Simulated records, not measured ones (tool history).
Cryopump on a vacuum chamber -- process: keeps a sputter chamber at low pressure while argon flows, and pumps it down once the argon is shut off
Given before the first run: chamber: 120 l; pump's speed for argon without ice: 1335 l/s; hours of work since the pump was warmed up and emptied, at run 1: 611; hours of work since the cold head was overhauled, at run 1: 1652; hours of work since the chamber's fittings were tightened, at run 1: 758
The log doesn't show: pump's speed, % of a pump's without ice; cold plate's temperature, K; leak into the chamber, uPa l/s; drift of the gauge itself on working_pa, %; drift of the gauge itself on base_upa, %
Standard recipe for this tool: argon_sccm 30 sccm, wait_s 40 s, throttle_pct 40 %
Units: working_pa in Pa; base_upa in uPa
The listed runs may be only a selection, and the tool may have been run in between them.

run   hour  argon_sccm  wait_s  throttle_pct  hours of work since the pump was warmed up and emptied  hours of work since the cold head was overhauled  hours of work since the chamber's fittings were tightened  working_pa  base_upa
  1    0.0          30      40            40                                                     611                                              1652                                                        758      0.1012      3.66
  2   40.4          30      40            40                                                     631                                              1673                                                        778      0.1029      3.76
  3  122.7          30      40            40                                                     673                                              1715                                                        820      0.1023      3.81
  4  156.2          30      40            40                                                     690                                              1731                                                        837      0.1032      3.69
  5  218.1          30      40            40                                                     721                                              1763                                                        868      0.1041      3.80
  6  294.2          30      43            40                                                     760                                              1802                                                        907      0.1040      3.74
  7  373.0          30      22            40                                                     800                                              1842                                                        947      0.1044      6.22
  8  430.7          29      37            40                                                     829                                              1871                                                        976      0.1006      4.21
  9  494.2          29      37            40                                                     861                                              1903                                                       1009      0.1014      4.24
 10  533.4          42     208            48                                                     881                                              1923                                                       1029      0.1250      1.91
 11  572.0          30     278            46                                                     901                                              1943                                                       1048      0.0937      1.71

Pick out some run-to-run changes in working_pa. Of each, how much would a tool without hidden state show as well, from the settings, what came in and chance, and how much is left for the hidden state and any gauge scatter not in both results compared?
Run 9 -> 10: argon_sccm 29 -> 42, wait_s 37 -> 208, throttle_pct 40 -> 48. working_pa +0.0236 Pa: hidden state +0.0046, all else +0.0190.
Run 10 -> 11: argon_sccm 42 -> 30, wait_s 208 -> 278, throttle_pct 48 -> 46. working_pa -0.0313 Pa: hidden state -0.0038, all else -0.0275.

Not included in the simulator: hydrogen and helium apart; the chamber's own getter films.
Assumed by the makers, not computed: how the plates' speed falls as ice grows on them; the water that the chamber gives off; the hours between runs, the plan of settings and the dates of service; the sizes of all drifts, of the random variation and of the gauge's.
